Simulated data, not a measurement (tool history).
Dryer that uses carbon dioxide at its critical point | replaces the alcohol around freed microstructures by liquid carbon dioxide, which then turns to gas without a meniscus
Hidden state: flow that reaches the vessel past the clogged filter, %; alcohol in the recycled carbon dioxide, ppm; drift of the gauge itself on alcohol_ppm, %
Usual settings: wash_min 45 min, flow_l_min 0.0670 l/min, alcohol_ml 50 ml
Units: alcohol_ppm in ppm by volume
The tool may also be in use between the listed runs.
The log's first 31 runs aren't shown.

| run | hour | wash_min | flow_l_min | alcohol_ml | hours of work since the filter was changed | hours of work since the purifier's bed was changed | alcohol_ppm |
|---|---|---|---|---|---|---|---|
| 32 | 1204.4 | 53 | 0.0670 | 26 | 277 | 1173 | 424 |
| 33 | 1238.2 | 53 | 0.0670 | 26 | 293 | 1189 | 447 |
| 34 | 1262.2 | 44 | 0.0670 | 45 | 304 | 1200 | 949 |
|  | 1309.2 | purifier's bed changed |
| 35 | 1312.4 | 29 | 0.0692 | 50 | 327 | 2 | 3590 |
| 36 | 1333.5 | 29 | 0.0790 | 70 | 337 | 12 | 3148 |
| 37 | 1385.4 | 29 | 0.0790 | 70 | 362 | 36 | 3274 |
| 38 | 1436.1 | 45 | 0.0443 | 50 | 386 | 61 | 4182 |
| 39 | 1474.6 | 41 | 0.0717 | 27 | 404 | 79 | 482 |
| 40 | 1523.7 | 28 | 0.0900 | 29 | 428 | 102 | 992 |
| 41 | 1567.7 | 28 | 0.0900 | 29 | 449 | 123 | 1016 |
| 42 | 1614.2 | 45 | 0.0426 | 61 | 471 | 145 | 6082 |
| 43 | 1653.9 | 45 | 0.0593 | 36 | 490 | 164 | 1132 |
| 44 | 1698.5 | 45 | 0.0593 | 36 | 511 | 186 | 1193 |
|  | 1709.0 | inlet filter changed |
| 45 | 1748.0 | 45 | 0.0452 | 36 | 19 | 209 | 2057 |
| 46 | 1791.5 | 45 | 0.0452 | 36 | 39 | 230 | 2102 |

5 ways to go on from here, each from the tool as it stands after run 46. What would each give?
| A | 1815.1 | 45 | 0.1050 | 36 | 51 | 241 | ? |
| B | 1815.1 | 38 | 0.1056 | 63 | 51 | 241 | ? |
| C | 1815.1 | 45 | 0.0670 | 60 | 51 | 241 | ? |
| D | 1815.1 | 55 | 0.1051 | 37 | 51 | 241 | ? |
| E | 1815.1 | 55 | 0.0415 | 32 | 51 | 241 | ? |

| run | alcohol_ppm |
|---|---|
| A | 83 |
| B | 146 |
| C | 638 |
| D | 61 |
| E | 1260 |
Without the tool's hidden state the same runs would have given:
| run | alcohol_ppm |
|---|---|
| A | 23 |
| B | 76 |
| C | 524 |
| D | 2 |
| E | 1116 |
